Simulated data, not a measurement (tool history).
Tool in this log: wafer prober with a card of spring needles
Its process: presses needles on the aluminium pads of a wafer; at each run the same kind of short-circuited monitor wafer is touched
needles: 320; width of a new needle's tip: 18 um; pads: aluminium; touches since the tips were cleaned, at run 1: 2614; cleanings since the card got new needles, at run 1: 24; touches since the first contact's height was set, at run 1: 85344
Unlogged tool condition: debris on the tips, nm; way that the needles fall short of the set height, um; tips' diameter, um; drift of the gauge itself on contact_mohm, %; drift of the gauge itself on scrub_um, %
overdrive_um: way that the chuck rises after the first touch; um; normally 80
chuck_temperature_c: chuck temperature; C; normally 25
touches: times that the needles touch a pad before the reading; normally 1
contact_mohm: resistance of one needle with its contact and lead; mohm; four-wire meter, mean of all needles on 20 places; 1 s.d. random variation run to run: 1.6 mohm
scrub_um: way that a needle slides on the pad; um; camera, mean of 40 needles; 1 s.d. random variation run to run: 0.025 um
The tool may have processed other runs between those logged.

run   hour  overdrive_um  chuck_temperature_c  touches  touches since the tips were cleaned  cleanings since the card got new needles  touches since the first contact's height was set  contact_mohm  scrub_um
  1      0            80                   25        1                                 2614                                        24                                             85344           157     12.37
       2.6  -- tips cleaned on abrasive film
      15.2  -- tips cleaned on abrasive film
      27.4  -- tips cleaned on abrasive film
  2   29.9            80                   25        1                                  671                                        27                                             93351           154     12.38
      39.2  -- tips cleaned on abrasive film
      52.3  -- tips cleaned on abrasive film
  3   57.1            80                   25        1                                 1306                                        29                                            100672           160     12.31
        65  -- tips cleaned on abrasive film
      77.1  -- tips cleaned on abrasive film
  4   83.3            76                   25        1                                 1682                                        31                                            107725           157     11.73
      88.6  -- tips cleaned on abrasive film
      99.9  -- tips cleaned on abrasive film
     111.9  -- tips cleaned on abrasive film
  5    117            76                   25        2                                 1381                                        34                                            116763           156     11.69
     124.7  -- tips cleaned on abrasive film
     137.8  -- tips cleaned on abrasive film
  6  143.7            80                   32        1                                 1589                                        36                                            123936           158     12.31
     148.6  -- tips cleaned on abrasive film
       161  -- tips cleaned on abrasive film
     173.3  -- tips cleaned on abrasive film
  7    180            80                   72        1                                 1822                                        39                                            133695           161     12.26
     185.3  -- tips cleaned on abrasive film
     197.5  -- tips cleaned on abrasive film
  8  205.8            80                   72        1                                 2237                                        41                                            140614           165      12.3
       208  -- tips cleaned on abrasive film
       220  -- tips cleaned on abrasive film
  9  223.7            80                   72        1                                  994                                        43                                            145411           165     12.29
     231.6  -- tips cleaned on abrasive film
     244.6  -- tips cleaned on abrasive film
 10  251.4            80                   72        1                                 1839                                        45                                            152877           162     12.26
     256.1  -- tips cleaned on abrasive film
     268.4  -- tips cleaned on abrasive film
     280.3  -- tips cleaned on abrasive film
 11  285.4            80                  114        1                                 1375                                        48                                            161981           169     12.23
     290.8  -- height of the first contact set anew
     293.5  -- tips cleaned on abrasive film
 12  303.6            80                   25        1                                 2735                                        49                                              3438           155     12.23
     305.6  -- tips cleaned on abrasive film
     317.3  -- tips cleaned on abrasive film
     330.1  -- tips cleaned on abrasive film
       341  -- tips cleaned on abrasive film
 13    341            63                   25        1                                    0                                        53                                             13445           157      9.63
     353.8  -- tips cleaned on abrasive film
     366.9  -- tips cleaned on abrasive film
 14  374.7            63                   25        1                                 2114                                        55                                             22522           161       9.6
     379.9  -- tips cleaned on abrasive film
       393  -- tips cleaned on abrasive film
 15  396.6            99                   25        1                                  976                                        57                                             28408           156     15.11
     403.5  -- tips cleaned on abrasive film
       416  -- tips cleaned on abrasive film
     427.5  -- tips cleaned on abrasive film
 16  429.1            99                   25        1                                  433                                        60                                             37121           154     15.09
       439  -- tips cleaned on abrasive film
 17  446.3            99                   25        1                                 1987                                        61                                             41750           156     15.04
     451.6  -- tips cleaned on abrasive film
     464.4  -- tips cleaned on abrasive film
     476.7  -- tips cleaned on abrasive film
 18  476.7            74                   35        1                                    0                                        64                                             49897           156     11.28
     489.3  -- tips cleaned on abrasive film
 19  496.2            97                   43        2                                 1874                                        65                                             55162           159     14.74

Predict the results of run 20:
     500.9  -- tips cleaned on abrasive film
     512.7  -- tips cleaned on abrasive film
 20  515.7            63                   25        1                                  827                                        67                                             60398             ?         ?

Run 20 produced contact_mohm 161 mohm, scrub_um 9.56 um.
The same run, on a tool lacking any hidden state, would have yielded contact_mohm 161 mohm, scrub_um 9.74 um.
